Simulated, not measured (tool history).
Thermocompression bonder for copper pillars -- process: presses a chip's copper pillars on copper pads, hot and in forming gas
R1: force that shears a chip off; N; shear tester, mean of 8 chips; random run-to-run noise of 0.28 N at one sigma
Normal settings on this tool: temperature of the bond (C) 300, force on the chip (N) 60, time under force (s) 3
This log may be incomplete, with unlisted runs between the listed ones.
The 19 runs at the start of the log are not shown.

{"run": 20, "hour": 569.3, "temperature of the bond (C)": 300, "force on the chip (N)": 60, "time under force (s)": 8, "R1": 79.2}
{"run": 21, "hour": 611.2, "temperature of the bond (C)": 300, "force on the chip (N)": 60, "time under force (s)": 3, "R1": 66.2}
{"run": 22, "hour": 642.1, "temperature of the bond (C)": 300, "force on the chip (N)": 60, "time under force (s)": 3, "R1": 66.2}
{"run": 23, "hour": 662.5, "temperature of the bond (C)": 300, "force on the chip (N)": 60, "time under force (s)": 3, "R1": 66.0}
{"run": 24, "hour": 688.7, "temperature of the bond (C)": 300, "force on the chip (N)": 60, "time under force (s)": 3, "R1": 66.4}
{"run": 25, "hour": 718.5, "temperature of the bond (C)": 300, "force on the chip (N)": 70, "time under force (s)": 3, "R1": 68.8}
{"run": 26, "hour": 737.6, "temperature of the bond (C)": 300, "force on the chip (N)": 70, "time under force (s)": 3, "R1": 68.8}
{"run": 27, "hour": 761.8, "temperature of the bond (C)": 300, "force on the chip (N)": 70, "time under force (s)": 3, "R1": 68.3}
{"run": 28, "hour": 787.7, "temperature of the bond (C)": 300, "force on the chip (N)": 70, "time under force (s)": 3, "R1": 68.1}
{"run": 29, "hour": 830.5, "temperature of the bond (C)": 300, "force on the chip (N)": 70, "time under force (s)": 3, "R1": 68.1}
{"run": 30, "hour": 866.6, "temperature of the bond (C)": 300, "force on the chip (N)": 52, "time under force (s)": 5, "R1": 70.8}
{"run": 31, "hour": 891.1, "temperature of the bond (C)": 304, "force on the chip (N)": 39, "time under force (s)": 6, "R1": 70.0}
{"run": 32, "hour": 933.8, "temperature of the bond (C)": 300, "force on the chip (N)": 50, "time under force (s)": 2, "R1": 55.9}
{"run": 33, "hour": 956.2, "temperature of the bond (C)": 300, "force on the chip (N)": 50, "time under force (s)": 2, "R1": 55.1}
{"run": 34, "hour": 983.2, "temperature of the bond (C)": 279, "force on the chip (N)": 39, "time under force (s)": 3, "R1": 44.2}
{"run": 35, "hour": 1013.0, "temperature of the bond (C)": 279, "force on the chip (N)": 39, "time under force (s)": 3, "R1": 44.3}
{"run": 36, "hour": 1046.9, "temperature of the bond (C)": 329, "force on the chip (N)": 39, "time under force (s)": 3, "R1": 72.1}
{"run": 37, "hour": 1089.1, "temperature of the bond (C)": 292, "force on the chip (N)": 60, "time under force (s)": 5, "R1": 67.6}
{"hour": 1107.7, "done": "forming gas filter changed"}
{"run": 38, "hour": 1107.7, "temperature of the bond (C)": 292, "force on the chip (N)": 60, "time under force (s)": 5, "R1": 72.7}
{"run": 39, "hour": 1130.1, "temperature of the bond (C)": 274, "force on the chip (N)": 84, "time under force (s)": 3, "R1": 59.5}
{"run": 40, "hour": 1153.8, "temperature of the bond (C)": 274, "force on the chip (N)": 84, "time under force (s)": 3, "R1": 59.6}

Run 41 has not been measured yet. What should we expect?
{"run": 41, "hour": 1192.5, "temperature of the bond (C)": 310, "force on the chip (N)": 70, "time under force (s)": 2, "R1": "?"}

{"run 41": {"R1": 72.1}}
On a tool with no hidden condition, and with the same random variation, this run would have come out at R1 68.6 N.
